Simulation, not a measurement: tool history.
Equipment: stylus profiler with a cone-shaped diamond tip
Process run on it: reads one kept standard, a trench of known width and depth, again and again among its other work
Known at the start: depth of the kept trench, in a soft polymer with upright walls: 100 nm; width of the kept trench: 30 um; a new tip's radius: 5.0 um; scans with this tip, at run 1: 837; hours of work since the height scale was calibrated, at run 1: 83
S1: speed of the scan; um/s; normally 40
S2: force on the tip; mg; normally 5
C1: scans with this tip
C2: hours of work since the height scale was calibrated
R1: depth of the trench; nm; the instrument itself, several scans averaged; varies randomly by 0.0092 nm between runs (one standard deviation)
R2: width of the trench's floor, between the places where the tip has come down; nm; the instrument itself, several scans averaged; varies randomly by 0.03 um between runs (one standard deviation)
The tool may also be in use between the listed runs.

run    hour   S1     S2    C1   C2       R1     R2
  1       0   40      5   837   83  101.839  27830
  2   137.2   72      5  1907  190  101.854  27620
  3   271.6   72      5  2956  294  101.846  27500
  4   389.6   72      5  3876  386  101.875  27400
  5   527.5   72      5  4951  493  101.885  27240
  6   623.8   72      5  5702  568  101.912  27170
      633.8  -- height scale calibrated on a step standard
  7   745.7   40  10.29  6648   87  103.097  27180
  8   878.1   40  10.29  7681  190   103.11  27100
  9   973.2   40      5  8423  264  101.958  26960
     1011.8  -- new tip fitted, height scale calibrated
 10  1085.7   40      5   576   57  101.945  27890
 11    1153   64      5  1101  110  101.969  27810
 12    1272   64      5  2029  202  101.964  27660
 13    1328   11  10.87  2466  246  103.272  27690
     1349.2  -- height scale calibrated on a step standard, once more
 14  1413.9  110   1.96  3132   50  101.031  27360
 15  1501.6  110   1.96  3816  118  101.034  27290
 16  1591.9   25  10.56  4520  188  103.138  27480
 17  1649.1   25  10.56  4966  233  103.138  27380
 18  1772.4   31   4.97  5928  329  101.946  27280
 19  1899.4   41      5  6918  427  101.939  27150
 20  1964.5   11   1.86  7426  478  101.059  27140
 21  2070.7   11   1.86  8254  560  101.061  27060
     2126.2  -- new tip fitted, height scale calibrated
 22  2161.4   16   5.85   275   27  102.075  27900
 23  2289.6   86   2.52  1274  127  101.201  27660

4 options for the next run, each taken on its own from the tool as it stands now. Forecast them:
  A  2349  100  10.88  1738  173   ?   ?
  B  2349   13   2.11  1738  173   ?   ?
  C  2349   55   8.57  1738  173   ?   ?
  D  2349   17   2.52  1738  173   ?   ?

run       R1     R2
  A  103.173  27670
  B  101.057  27730
  C  102.682  27670
  D  101.192  27740
What these runs would have given with no unlogged condition in the tool:
run       R1     R2
  A  103.145  27890
  B   101.03  27960
  C  102.653  27890
  D  101.164  27970

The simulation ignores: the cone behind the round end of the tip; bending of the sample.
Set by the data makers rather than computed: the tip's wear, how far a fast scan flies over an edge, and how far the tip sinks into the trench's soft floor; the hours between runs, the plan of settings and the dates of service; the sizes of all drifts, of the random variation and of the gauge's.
